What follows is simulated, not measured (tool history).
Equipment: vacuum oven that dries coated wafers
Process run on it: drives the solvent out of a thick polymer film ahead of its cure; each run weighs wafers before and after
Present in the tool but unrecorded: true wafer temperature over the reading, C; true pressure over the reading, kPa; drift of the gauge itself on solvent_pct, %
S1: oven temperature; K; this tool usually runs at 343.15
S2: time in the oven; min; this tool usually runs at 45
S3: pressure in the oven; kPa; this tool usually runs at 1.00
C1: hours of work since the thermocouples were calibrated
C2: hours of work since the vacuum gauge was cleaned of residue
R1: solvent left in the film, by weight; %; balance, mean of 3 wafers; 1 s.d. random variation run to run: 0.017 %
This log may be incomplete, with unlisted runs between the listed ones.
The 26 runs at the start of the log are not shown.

{"run": 27, "hour": 1354.3, "S1": 337.15, "S2": 76, "S3": 1.51, "C1": 988, "C2": 1190, "R1": 1.59}
{"run": 28, "hour": 1419.9, "S1": 337.15, "S2": 76, "S3": 1.51, "C1": 1025, "C2": 1227, "R1": 1.58}
{"run": 29, "hour": 1453.5, "S1": 337.15, "S2": 55, "S3": 0.74, "C1": 1044, "C2": 1246, "R1": 2.39}
{"run": 30, "hour": 1500.4, "S1": 337.15, "S2": 55, "S3": 0.74, "C1": 1071, "C2": 1272, "R1": 2.38}
{"run": 31, "hour": 1541.9, "S1": 357.15, "S2": 24, "S3": 1.0, "C1": 1094, "C2": 1296, "R1": 1.17}
{"run": 32, "hour": 1591.5, "S1": 343.15, "S2": 45, "S3": 0.58, "C1": 1122, "C2": 1324, "R1": 1.76}
{"run": 33, "hour": 1630.6, "S1": 354.15, "S2": 23, "S3": 3.86, "C1": 1144, "C2": 1346, "R1": 2.1}
{"run": 34, "hour": 1700.9, "S1": 338.15, "S2": 56, "S3": 1.0, "C1": 1184, "C2": 1386, "R1": 2.13}
{"run": 35, "hour": 1761.1, "S1": 354.15, "S2": 22, "S3": 1.0, "C1": 1218, "C2": 1420, "R1": 1.91}
{"run": 36, "hour": 1797.0, "S1": 354.15, "S2": 22, "S3": 1.0, "C1": 1239, "C2": 1440, "R1": 1.88}
{"run": 37, "hour": 1869.1, "S1": 343.15, "S2": 71, "S3": 1.1, "C1": 1280, "C2": 1481, "R1": 0.8}
{"run": 38, "hour": 1943.0, "S1": 345.15, "S2": 45, "S3": 2.52, "C1": 1321, "C2": 1523, "R1": 1.69}
{"run": 39, "hour": 1987.6, "S1": 347.15, "S2": 43, "S3": 1.81, "C1": 1347, "C2": 1548, "R1": 1.36}
{"run": 40, "hour": 2030.6, "S1": 337.15, "S2": 70, "S3": 0.98, "C1": 1371, "C2": 1573, "R1": 1.68}
{"run": 41, "hour": 2101.3, "S1": 340.15, "S2": 43, "S3": 2.93, "C1": 1411, "C2": 1613, "R1": 2.95}
{"run": 42, "hour": 2162.5, "S1": 340.15, "S2": 43, "S3": 2.93, "C1": 1446, "C2": 1647, "R1": 2.94}
{"run": 43, "hour": 2192.6, "S1": 330.15, "S2": 47, "S3": 0.53, "C1": 1463, "C2": 1664, "R1": 4.77}
{"run": 44, "hour": 2249.7, "S1": 331.15, "S2": 31, "S3": 0.75, "C1": 1495, "C2": 1697, "R1": 6.15}

Expected results for the next run?
{"run": 45, "hour": 2307.8, "S1": 353.15, "S2": 43, "S3": 1.09, "C1": 1528, "C2": 1730, "R1": "?"}

For run 45 the tool returned R1 0.54 %.
The same run, on a tool lacking any hidden state, would have yielded R1 0.57 %.
